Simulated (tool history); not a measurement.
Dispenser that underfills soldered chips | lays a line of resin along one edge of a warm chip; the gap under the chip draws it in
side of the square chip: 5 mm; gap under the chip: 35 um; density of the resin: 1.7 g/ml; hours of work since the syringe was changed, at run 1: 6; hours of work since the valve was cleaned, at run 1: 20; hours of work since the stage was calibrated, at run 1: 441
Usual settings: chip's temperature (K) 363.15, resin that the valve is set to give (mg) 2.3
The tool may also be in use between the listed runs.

| run | day | chip's temperature (K) | resin that the valve is set to give (mg) | hours of work since the syringe was changed | hours of work since the valve was cleaned | hours of work since the stage was calibrated | time until the resin shows at the far edge (s) | resin that the valve gave (mg) |
|---|---|---|---|---|---|---|---|---|
| 1 | 0 | 363.15 | 2.3 | 6 | 20 | 441 | 45.9 | 2.25 |
|  | 0.312 | new syringe of resin |
| 2 | 0.467 | 363.15 | 2.3 | 3 | 28 | 449 | 39.2 | 2.28 |
|  | 0.958 | new syringe of resin |
| 3 | 1.146 | 363.15 | 2.3 | 3 | 40 | 461 | 39.3 | 2.24 |
|  | 1.575 | new syringe of resin |
| 4 | 1.771 | 363.15 | 2.3 | 4 | 52 | 473 | 39.9 | 2.26 |
| 5 | 2.088 | 363.15 | 2.3 | 9 | 57 | 479 | 55.6 | 2.24 |
|  | 2.196 | new syringe of resin |
| 6 | 2.767 | 363.15 | 2.3 | 11 | 70 | 491 | 57.4 | 2.22 |
|  | 2.846 | new syringe of resin |
| 7 | 3.092 | 363.15 | 2.3 | 5 | 76 | 497 | 43.1 | 2.23 |
|  | 3.462 | new syringe of resin |
| 8 | 3.567 | 358.15 | 2.11 | 2 | 84 | 505 | 45.2 | 2.07 |
| 9 | 3.867 | 358.15 | 2.11 | 7 | 90 | 511 | 60.9 | 2.04 |
|  | 4.092 | new syringe of resin |
| 10 | 4.175 | 358.15 | 2.11 | 2 | 95 | 516 | 43.4 | 2.04 |
| 11 | 4.542 | 358.15 | 2.11 | 8 | 102 | 523 | 65.4 | 2.02 |
|  | 4.738 | new syringe of resin |
| 12 | 4.962 | 358.15 | 2.11 | 4 | 109 | 530 | 51.9 | 2.03 |
|  | 5.396 | new syringe of resin |
| 13 | 5.492 | 361.15 | 2.3 | 2 | 119 | 540 | 39.1 | 2.2 |
|  | 6.029 | new syringe of resin |
| 14 | 6.092 | 363.15 | 2.98 | 1 | 130 | 551 | 34.5 | 2.85 |

Forecast each of these 4 alternatives for the next run:
| A | 6.454 | 349.15 | 2.3 | 8 | 136 | 557 | ? | ? |
| B | 6.454 | 367.15 | 2.68 | 8 | 136 | 557 | ? | ? |
| C | 6.454 | 364.15 | 2.55 | 8 | 136 | 557 | ? | ? |
| D | 6.454 | 350.15 | 2.63 | 8 | 136 | 557 | ? | ? |

| run | time until the resin shows at the far edge (s) | resin that the valve gave (mg) |
|---|---|---|
| A | 86.5 | 2.19 |
| B | 43.7 | 2.51 |
| C | 48.7 | 2.41 |
| D | 80.6 | 2.5 |
Without the tool's hidden state the same runs would have given:
| run | time until the resin shows at the far edge (s) | resin that the valve gave (mg) |
|---|---|---|
| A | 52.5 | 2.3 |
| B | 26.7 | 2.65 |
| C | 29.7 | 2.54 |
| D | 49 | 2.64 |
